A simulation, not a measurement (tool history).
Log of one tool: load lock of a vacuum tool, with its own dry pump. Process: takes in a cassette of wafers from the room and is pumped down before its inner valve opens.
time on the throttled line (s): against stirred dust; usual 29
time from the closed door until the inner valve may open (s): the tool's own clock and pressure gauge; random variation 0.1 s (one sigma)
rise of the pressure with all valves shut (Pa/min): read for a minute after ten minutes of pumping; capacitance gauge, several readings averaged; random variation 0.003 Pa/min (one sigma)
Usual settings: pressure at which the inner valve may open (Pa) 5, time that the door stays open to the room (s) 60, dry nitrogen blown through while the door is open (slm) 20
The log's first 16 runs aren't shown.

run    hour  time on the throttled line (s)  pressure at which the inner valve may open (Pa)  time that the door stays open to the room (s)  dry nitrogen blown through while the door is open (slm)  incoming humidity of the room's air, %  time from the closed door until the inner valve may open (s)  rise of the pressure with all valves shut (Pa/min)
 17  1014.9                              29                                                8                                             60                                                       20                                    46.4                                                         41.24                                               0.049
 18  1090.6                              29                                                8                                             60                                                       20                                      42                                                         41.28                                                0.04
 19  1142.2                              29                                                8                                             60                                                       20                                    40.7                                                         41.37                                               0.043
 20  1209.8                              29                                                8                                             60                                                       20                                    43.6                                                         41.33                                               0.048
 21  1272.1                              26                                                9                                             47                                                       27                                    44.2                                                          38.6                                               0.036
 22  1319.7                              21                                                9                                             35                                                       27                                    46.8                                                         34.09                                               0.031
 23  1410.2                              21                                                9                                             35                                                       27                                    48.2                                                         34.09                                               0.037
 24  1508.5                              21                                                9                                             35                                                       27                                    46.4                                                         34.03                                               0.033
 25  1562.4                              34                                                4                                             25                                                       20                                    46.7                                                         47.16                                               0.027
 26  1620.3                              18                                                6                                             71                                                       20                                    47.7                                                         32.23                                               0.055
 27    1728                              57                                                8                                             71                                                       20                                    44.6                                                         65.87                                               0.051
 28  1824.3                              57                                                8                                             35                                                       20                                    42.9                                                          66.1                                               0.039
 29  1903.1                              29                                                5                                             60                                                       20                                    45.5                                                         42.03                                               0.049
 30  1970.9                              30                                                5                                             56                                                       18                                    46.5                                                         43.05                                               0.049
 31  2034.7                              42                                                5                                             51                                                       21                                    44.5                                                         53.54                                               0.044
 32  2110.1                              42                                                5                                             51                                                       21                                    43.9                                                         53.55                                                0.04
 33  2215.6                              15                                               10                                             51                                                       20                                    42.4                                                          28.5                                                0.04
 34  2311.6                              15                                               10                                             51                                                       20                                    43.9                                                         28.63                                               0.043
 35  2361.2                              15                                               10                                             51                                                       20                                    44.2                                                         28.72                                               0.041
 36  2459.8                              15                                               10                                             51                                                       20                                    44.7                                                         28.41                                               0.046

3 ways to go on from here, each from the tool as it stands after run 36. What would each give?
  A  2564.4                              15                                               10                                             60                                                       20                                    45.1                                                             ?                                                   ?
  B  2564.4                              29                                                5                                             70                                                       20                                    43.5                                                             ?                                                   ?
  C  2564.4                              19                                                4                                             60                                                        5                                    47.5                                                             ?                                                   ?

run  time from the closed door until the inner valve may open (s)  rise of the pressure with all valves shut (Pa/min)
  A                                                         28.54                                               0.055
  B                                                          42.3                                               0.047
  C                                                         33.86                                                0.06
Without the tool's hidden state the same runs would have given:
run  time from the closed door until the inner valve may open (s)  rise of the pressure with all valves shut (Pa/min)
  A                                                         28.54                                               0.054
  B                                                          42.3                                               0.046
  C                                                         33.86                                               0.059

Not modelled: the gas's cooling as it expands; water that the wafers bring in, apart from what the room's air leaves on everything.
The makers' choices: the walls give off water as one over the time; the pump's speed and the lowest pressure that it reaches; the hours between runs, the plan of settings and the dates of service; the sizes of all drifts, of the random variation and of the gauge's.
